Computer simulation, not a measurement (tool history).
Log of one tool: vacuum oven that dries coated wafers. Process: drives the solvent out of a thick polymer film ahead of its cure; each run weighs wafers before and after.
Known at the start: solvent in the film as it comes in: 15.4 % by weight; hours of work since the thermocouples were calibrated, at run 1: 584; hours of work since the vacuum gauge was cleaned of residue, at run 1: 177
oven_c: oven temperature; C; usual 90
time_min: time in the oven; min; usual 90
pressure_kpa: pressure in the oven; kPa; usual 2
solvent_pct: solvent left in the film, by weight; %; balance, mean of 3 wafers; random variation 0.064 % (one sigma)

run,hour,oven_c,time_min,pressure_kpa,hours of work since the thermocouples were calibrated,hours of work since the vacuum gauge was cleaned of residue,solvent_pct
1,0,90,90,2,584,177,4.33
2,19.3,90,48,2,593,186,6.92
3,39.9,90,48,2,603,195,6.96
4,62.4,90,48,2,613,206,7.05
5,85,90,48,2,624,217,6.86
6,110.4,90,90,2,636,229,4.33
7,128.7,90,90,2,645,237,4.29
8,147.3,94,90,2,653,246,3.43
9,170.6,94,90,2,664,257,3.5
10,188,98,90,2,673,265,2.65
11,202.3,101,90,2,679,272,2.17
12,215.8,90,90,2.84,686,279,4.68
13,230.4,78,73,2.44,693,286,7.98
14,241,78,73,2.44,698,291,8.15
15,256.3,78,75,2.3,705,298,7.82
16,277.6,90,53,2,715,308,6.7
17,298.8,90,53,2,725,318,6.56
18,323.1,87,67,2,737,329,6.29
19,348.3,87,67,2,748,341,6.25
20,359.9,87,145,3.41,754,347,3.66

Some steps in solvent_pct between neighbouring runs. How much of each would the tool show without its hidden state too (settings, what came in, random variation), and how much is left for the hidden state, with any gauge scatter that isn't in both results?
The hidden state here: true wafer temperature over the reading, C; true pressure over the reading, kPa; drift of the gauge itself on solvent_pct, %.
Run 1 -> 2: time_min 90 -> 48. solvent_pct +2.59 %: hidden state -0.01, all else +2.6.
Run 10 -> 11: oven_c 98 -> 101. solvent_pct -0.48 %: hidden state -0.03, all else -0.45.
Run 11 -> 12: oven_c 101 -> 90, pressure_kpa 2 -> 2.84. solvent_pct +2.51 %: hidden state +0.1, all else +2.41.
Run 12 -> 13: oven_c 90 -> 78, time_min 90 -> 73, pressure_kpa 2.84 -> 2.44. solvent_pct +3.3 %: hidden state -0.02, all else +3.32.

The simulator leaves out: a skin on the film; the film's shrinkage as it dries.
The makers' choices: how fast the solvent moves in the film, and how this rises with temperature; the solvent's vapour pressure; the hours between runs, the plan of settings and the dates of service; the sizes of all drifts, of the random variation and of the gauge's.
